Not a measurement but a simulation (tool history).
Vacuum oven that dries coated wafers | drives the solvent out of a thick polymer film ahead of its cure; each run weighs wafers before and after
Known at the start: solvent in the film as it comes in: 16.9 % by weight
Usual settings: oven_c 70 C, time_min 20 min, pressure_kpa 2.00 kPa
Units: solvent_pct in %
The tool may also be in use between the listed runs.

run 1 hour=0.0 | oven_c=70 time_min=20 pressure_kpa=2.00 | solvent_pct=4.32
run 2 hour=42.6 | oven_c=70 time_min=20 pressure_kpa=2.00 | solvent_pct=4.34
run 3 hour=124.8 | oven_c=70 time_min=20 pressure_kpa=2.00 | solvent_pct=4.31
-- hour=195.7 vacuum gauge cleaned of residue and calibrated
run 4 hour=223.3 | oven_c=70 time_min=31 pressure_kpa=2.00 | solvent_pct=2.81
run 5 hour=288.3 | oven_c=72 time_min=20 pressure_kpa=2.00 | solvent_pct=3.33
run 6 hour=331.3 | oven_c=70 time_min=11 pressure_kpa=2.00 | solvent_pct=6.26
-- hour=408.2 oven's thermocouples calibrated
run 7 hour=418.9 | oven_c=70 time_min=11 pressure_kpa=2.00 | solvent_pct=6.60
run 8 hour=497.6 | oven_c=70 time_min=11 pressure_kpa=2.00 | solvent_pct=6.60
run 9 hour=557.4 | oven_c=70 time_min=20 pressure_kpa=2.00 | solvent_pct=4.18
run 10 hour=616.6 | oven_c=70 time_min=20 pressure_kpa=2.00 | solvent_pct=4.17
run 11 hour=657.9 | oven_c=70 time_min=11 pressure_kpa=2.00 | solvent_pct=6.58
run 12 hour=751.6 | oven_c=84 time_min=11 pressure_kpa=1.18 | solvent_pct=2.15
run 13 hour=800.2 | oven_c=77 time_min=12 pressure_kpa=2.00 | solvent_pct=4.05
run 14 hour=883.7 | oven_c=77 time_min=12 pressure_kpa=2.00 | solvent_pct=4.04
run 15 hour=968.4 | oven_c=70 time_min=20 pressure_kpa=1.62 | solvent_pct=3.80
run 16 hour=1035.7 | oven_c=70 time_min=11 pressure_kpa=2.72 | solvent_pct=7.14
run 17 hour=1097.6 | oven_c=63 time_min=20 pressure_kpa=4.35 | solvent_pct=9.26
run 18 hour=1183.4 | oven_c=79 time_min=21 pressure_kpa=4.35 | solvent_pct=3.91
run 19 hour=1259.5 | oven_c=79 time_min=21 pressure_kpa=4.35 | solvent_pct=3.90
run 20 hour=1309.4 | oven_c=77 time_min=12 pressure_kpa=1.29 | solvent_pct=3.45
run 21 hour=1361.4 | oven_c=69 time_min=12 pressure_kpa=3.38 | solvent_pct=7.67
run 22 hour=1406.0 | oven_c=69 time_min=12 pressure_kpa=3.38 | solvent_pct=7.65

Forecast each of these 3 alternatives for the next run:
run A hour=1500.2 | oven_c=58 time_min=15 pressure_kpa=1.70 | solvent_pct=?
run B hour=1500.2 | oven_c=66 time_min=12 pressure_kpa=3.38 | solvent_pct=?
run C hour=1500.2 | oven_c=72 time_min=31 pressure_kpa=1.82 | solvent_pct=?

run=A solvent_pct=9.02
run=B solvent_pct=8.75
run=C solvent_pct=2.52
Without the tool's hidden state the same runs would have given:
run=A solvent_pct=9.12
run=B solvent_pct=8.93
run=C solvent_pct=2.47
